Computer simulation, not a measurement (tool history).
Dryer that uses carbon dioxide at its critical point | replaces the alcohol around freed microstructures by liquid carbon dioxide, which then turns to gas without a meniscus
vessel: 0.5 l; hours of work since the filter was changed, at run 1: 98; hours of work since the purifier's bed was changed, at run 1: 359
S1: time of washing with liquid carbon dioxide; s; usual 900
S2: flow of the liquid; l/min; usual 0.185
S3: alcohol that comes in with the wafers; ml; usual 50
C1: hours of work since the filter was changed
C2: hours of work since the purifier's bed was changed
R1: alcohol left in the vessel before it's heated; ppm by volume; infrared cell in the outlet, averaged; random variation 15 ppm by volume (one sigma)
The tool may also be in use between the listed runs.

run	hour	S1	S2	S3	C1	C2	R1
1	0	900	0.185	50	98	359	1015
2	19.7	900	0.185	50	110	371	1065
3	31.8	900	0.185	50	117	378	1052
4	45.4	900	0.185	50	125	386	1044
5	57.5	900	0.185	50	132	393	1061
6	72.3	900	0.117	50	140	402	5936
7	82.9	900	0.117	50	146	408	5778
8	100.7	900	0.117	50	157	418	6003
9	123.6	1320	0.185	50	170	432	175
10	146.4	1140	0.154	48	184	445	899
11	156.5	720	0.185	50	189	451	2583
12	179.8	720	0.185	24	203	464	1287
13	191.6	900	0.185	32	210	471	731
14	213	780	0.133	50	222	484	6246
15	224.6	780	0.133	50	229	491	6298
16	234.8	780	0.133	50	235	497	6352

4 ways to go on from here, each from the tool as it stands after run 16. What would each give?
A	253.8	660	0.133	50	246	508	?
B	253.8	720	0.166	66	246	508	?
C	253.8	1320	0.169	21	246	508	?
D	253.8	780	0.133	28	246	508	?

run	R1
A	9793
B	5256
C	164
D	3603
Without the tool's hidden state the same runs would have given:
run	R1
A	8824
B	4543
C	84
D	3158
